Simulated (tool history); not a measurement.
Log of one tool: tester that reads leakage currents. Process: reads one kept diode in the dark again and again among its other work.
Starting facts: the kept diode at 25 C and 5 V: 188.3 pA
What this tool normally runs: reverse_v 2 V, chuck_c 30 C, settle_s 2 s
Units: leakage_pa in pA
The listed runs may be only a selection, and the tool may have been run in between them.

| run | hour | reverse_v | chuck_c | settle_s | leakage_pa |
|---|---|---|---|---|---|
| 1 | 0 | 2 | 30 | 2 | 190.79 |
| 2 | 100.3 | 2 | 30 | 2 | 190.64 |
| 3 | 178.8 | 10.51 | 30 | 2 | 381.9 |
| 4 | 266.6 | 2 | 30 | 2 | 190.99 |
| 5 | 397.6 | 2 | 30 | 2 | 190.71 |
| 6 | 486.9 | 2 | 30 | 2 | 190.73 |
| 7 | 559.9 | 2 | 30 | 2 | 190.79 |
| 8 | 648 | 18.1 | 30 | 2 | 480.9 |
| 9 | 742.9 | 2 | 30 | 2 | 191.63 |
| 10 | 796 | 2 | 30 | 2 | 191.84 |
| 11 | 890.5 | 2 | 30 | 2 | 190.72 |
| 12 | 1004.4 | 2 | 30 | 2 | 191.63 |
| 13 | 1106.2 | 2 | 30 | 2 | 190.53 |
| 14 | 1173.2 | 2 | 30 | 2 | 191.17 |
| 15 | 1302 | 2 | 30 | 2 | 190.51 |
| 16 | 1358.8 | 2 | 30 | 2 | 190.69 |
| 17 | 1442.8 | 2 | 30 | 2 | 191.18 |
| 18 | 1506.8 | 2 | 30 | 2 | 190.83 |
| 19 | 1585.6 | 2 | 30 | 2 | 192.08 |
| 20 | 1700.6 | 2 | 26 | 9.01 | 139.55 |
| 21 | 1790 | 2 | 26 | 9.01 | 139.35 |
| 22 | 1880.7 | 1.02 | 33 | 2.78 | 181.22 |
| 23 | 1970.6 | 1.02 | 33 | 2.78 | 181.36 |
| 24 | 2058.2 | 1.91 | 33 | 2.78 | 236.23 |
| 25 | 2183.6 | 1.91 | 33 | 2.78 | 236.41 |
| 26 | 2313.6 | 13.23 | 20 | 0.71 | 190.29 |
| 27 | 2392.6 | 1.54 | 20 | 0.71 | 76.99 |
| 28 | 2451 | 9.68 | 30 | 2 | 368.48 |
| 29 | 2579.8 | 9.68 | 30 | 2 | 369.1 |
| 30 | 2671 | 9.68 | 30 | 2 | 369.22 |
| 31 | 2733.6 | 7.67 | 30 | 1.25 | 337.61 |
| 32 | 2813.6 | 2.62 | 30 | 7.83 | 213.89 |
| 33 | 2899.7 | 2 | 30 | 9.93 | 190.71 |
| 34 | 2998.4 | 2 | 30 | 9.93 | 191.25 |
| 35 | 3095.8 | 5.4 | 36 | 8.18 | 454.85 |
| 36 | 3223.2 | 3.07 | 36 | 8.18 | 362.79 |
| 37 | 3326.5 | 6.05 | 21 | 2 | 147.9 |

Not shown here: 5 entries made in the log between runs. Locate each between two listed runs and compare the hidden state at the listed run before it with the hidden state at the listed run after it:
In the gap between runs 4 and 5: probe card cleaned and baked (hour 308.2)
  stray current of the dirty probe card, pA a volt: 0.042 -> 0.021
  measured result minus the result with no hidden state, leakage_pa: +0.18 -> +0.17 pA
In the gap between runs 8 and 9: chuck's temperature calibrated (hour 726.7)
  true chuck temperature over the reading, C: 0.02 -> 0
  measured result minus the result with no hidden state, leakage_pa: +0.6 -> -0.04 pA
In the gap between runs 20 and 21: chuck's temperature calibrated (hour 1755.5)
  stray current of the dirty probe card, pA a volt: 0.027 -> 0.028; true chuck temperature over the reading, C: 0.02 -> 0
  measured result minus the result with no hidden state, leakage_pa: +0.16 -> -0.01 pA
In the gap between runs 31 and 32: chuck's temperature calibrated (hour 2787.3)
  stray current of the dirty probe card, pA a volt: 0.032 -> 0.033; true chuck temperature over the reading, C: 0.02 -> 0
  measured result minus the result with no hidden state, leakage_pa: +0.42 -> -0.03 pA
In the gap between runs 35 and 36: tester calibrated (hour 3221.7)
  stray current of the dirty probe card, pA a volt: 0.034 -> 0.035; current scale over the true one, %: -0.03 -> 0; true chuck temperature over the reading, C: 0 -> 0.01
  measured result minus the result with no hidden state, leakage_pa: +0.11 -> +0.24 pA
